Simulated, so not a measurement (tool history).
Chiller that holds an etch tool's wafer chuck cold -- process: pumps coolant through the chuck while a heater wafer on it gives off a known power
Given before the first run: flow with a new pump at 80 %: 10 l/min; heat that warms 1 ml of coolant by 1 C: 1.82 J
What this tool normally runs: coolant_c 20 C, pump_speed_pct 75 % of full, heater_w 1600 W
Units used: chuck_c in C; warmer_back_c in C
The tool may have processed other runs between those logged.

run,hour,coolant_c,pump_speed_pct,heater_w,chuck_c,warmer_back_c
1,0,20,75,1600,33.6,5.77
2,33.3,20,75,1600,33.7,5.74
3,82.5,20,75,1600,33.6,5.69
4,105.8,20,65,1600,35.2,6.75
5,159,20,75,1290,31,4.62
6,197.4,20,75,1290,30.9,4.61
# hour 237.4: coolant changed, channels flushed
7,253,20,75,1290,29,4.72
8,285.7,20,75,1195,28.4,4.29
9,332.1,20,87,1600,30.2,4.86
10,362.6,11,75,1600,22.5,5.72
11,409,13,75,1600,24.2,5.77
12,445,13,75,1600,24.1,5.79
13,467,20,75,1600,31.2,5.77
14,501.1,20,75,1600,31.3,5.75
15,544.7,20,75,1600,31.4,5.8
16,583.2,20,75,1820,33,6.53
17,625,18,61,825,24.6,3.76
18,653.2,18,61,825,24.8,3.8
# hour 657.1: chiller's thermometer calibrated
19,691.5,14,90,1703,24.5,5.04
20,729.6,14,90,1703,24.3,5.03
21,772.2,27,75,1600,38.2,5.75
# hour 821: chiller's thermometer calibrated, once more
22,826.5,27,75,1600,38.5,5.8
23,853.7,19,76,1600,30.5,5.66
24,895.3,28,62,1600,41.5,7.23
25,919.7,28,62,1600,41.5,7.24
26,958.8,28,62,1781,43,8.04
27,991.3,16,71,1794,29.4,6.96
28,1025.9,16,71,1794,29.5,6.89
29,1077.4,16,71,1794,29.6,6.93
30,1100.2,16,71,1794,29.6,6.98
31,1123.3,20,61,1600,33.8,7.33

4 ways to go on from here, each from the tool as it stands after run 31. What would each give?
A,1176,24,61,1600,?,?
B,1176,20,74,1680,?,?
C,1176,19,71,1322,?,?
D,1176,20,64,1794,?,?

run,chuck_c,warmer_back_c
A,37.8,7.41
B,32.3,6.27
C,29.1,5.15
D,34.8,7.75
With no hidden state in the tool, these same runs would have given:
run,chuck_c,warmer_back_c
A,37.4,7.24
B,31.9,6.13
C,28.8,5.04
D,34.3,7.58
